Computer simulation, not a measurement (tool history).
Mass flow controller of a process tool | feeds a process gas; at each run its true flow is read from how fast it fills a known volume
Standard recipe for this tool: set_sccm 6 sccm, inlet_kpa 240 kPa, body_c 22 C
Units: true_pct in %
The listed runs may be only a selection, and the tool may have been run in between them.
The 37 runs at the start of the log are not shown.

run	hour	set_sccm	inlet_kpa	body_c	hours of work since the controller was set to zero	hours of work since the controller was changed	true_pct
38	5419.2	5	240	22	5214	5214	97.53
39	5592.0	5	217	27	5282	5282	97.81
40	5800.0	13	226	39	5364	5364	100.63
41	5997.3	10	173	22	5442	5442	99.80
42	6192.3	6	221	26	5519	5519	98.44
43	6325.6	6	276	37	5571	5571	98.26
44	6486.0	6	240	20	5635	5635	97.97
45	6624.8	2	144	26	5690	5690	94.70
# hour 6779.0: controller's zero set anew
46	6779.0	6	240	31	0	5750	100.16
47	6982.6	4	256	34	80	5831	99.79
48	7096.7	17	175	33	125	5876	102.34
49	7272.1	17	175	33	195	5945	102.11

Each row is a separate what-if for the run after 49, all from the same tool condition, not one after another. Results?
A	7411.8	8	270	21	250	6000	?
B	7411.8	3	254	33	250	6000	?
C	7411.8	17	175	39	250	6000	?

run	true_pct
A	100.01
B	99.59
C	102.60
With no hidden state in the tool, these same runs would have given:
run	true_pct
A	97.78
B	97.58
C	100.31
